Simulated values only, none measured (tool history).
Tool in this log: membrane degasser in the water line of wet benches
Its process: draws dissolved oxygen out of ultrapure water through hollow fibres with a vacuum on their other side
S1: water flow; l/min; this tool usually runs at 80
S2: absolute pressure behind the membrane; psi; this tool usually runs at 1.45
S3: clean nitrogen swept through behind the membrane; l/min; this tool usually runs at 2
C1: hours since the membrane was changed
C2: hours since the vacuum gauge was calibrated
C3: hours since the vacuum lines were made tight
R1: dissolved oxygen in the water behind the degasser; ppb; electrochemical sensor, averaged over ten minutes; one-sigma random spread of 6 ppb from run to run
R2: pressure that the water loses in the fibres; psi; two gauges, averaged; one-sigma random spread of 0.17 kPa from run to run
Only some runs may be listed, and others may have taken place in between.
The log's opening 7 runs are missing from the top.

run	day	S1	S2	S3	C1	C2	C3	R1	R2
8	12.046	80	1.91	2	1978	7307	3723	860.1	4.119
9	13.275	80	1.91	2	2007	7336	3753	858.6	4.167
10	15.433	80	1.91	2	2059	7388	3804	866.2	4.155
11	17.021	80	1.45	2	2097	7426	3843	653.3	4.113
12	19.158	80	1.45	2	2148	7477	3894	651.5	4.144
13	21.133	80	1.45	2	2196	7525	3941	649.9	4.064
14	22.154	71	1.45	2	2220	7549	3966	585.3	3.642
15	24.404	80	1.6	2	2274	7603	4020	720.9	4.154
16	25.454	80	1.6	2	2300	7628	4045	726.5	4.113
# day 26.683: vacuum gauge calibrated
17	26.908	80	1.25	4.63	2334	5	4079	308	4.147
18	29.004	80	1.25	4.63	2384	56	4130	308	4.139
19	31.125	80	1.25	4.63	2435	107	4181	307.1	4.168
20	33.071	97	3.15	3.52	2482	153	4227	1083.4	5.001
21	35.546	68	1.15	4.07	2541	213	4287	253.2	3.523
22	36.9	68	1.15	4.07	2574	245	4319	253	3.543
23	39.25	68	1.15	1.72	2630	302	4376	432.1	3.546
24	41.662	68	0.97	1.72	2688	359	4433	345.3	3.532
25	44.121	80	1.94	2	2747	418	4492	844.5	4.145
26	45.958	80	1.94	2	2791	463	4537	852.8	4.158
27	47.242	80	1.94	2	2822	493	4567	840.5	4.158
28	49.35	80	1.94	2	2873	544	4618	848.4	4.144
29	50.712	80	1.94	2	2905	577	4651	852.5	4.163
30	53.004	56	1.94	2	2960	632	4706	629.9	2.898
31	55.058	59	1.94	2	3010	681	4755	657.9	3.108
32	56.446	71	2.76	0.94	3043	714	4788	1779.4	3.696

Forecast each of these 4 alternatives for the next run:
A	58.096	67	1.67	0.97	3083	754	4828	?	?
B	58.096	71	1.15	0.94	3083	754	4828	?	?
C	58.096	71	0.88	0.94	3083	754	4828	?	?
D	58.096	54	2.76	0.94	3083	754	4828	?	?

run	R1	R2
A	993.8	3.488
B	650.4	3.729
C	447.3	3.706
D	1481.6	2.76
Stripped of hidden state, with their random variation kept, the same runs would have yielded:
run	R1	R2
A	980.2	3.381
B	634.5	3.616
C	430.2	3.593
D	1472	2.674
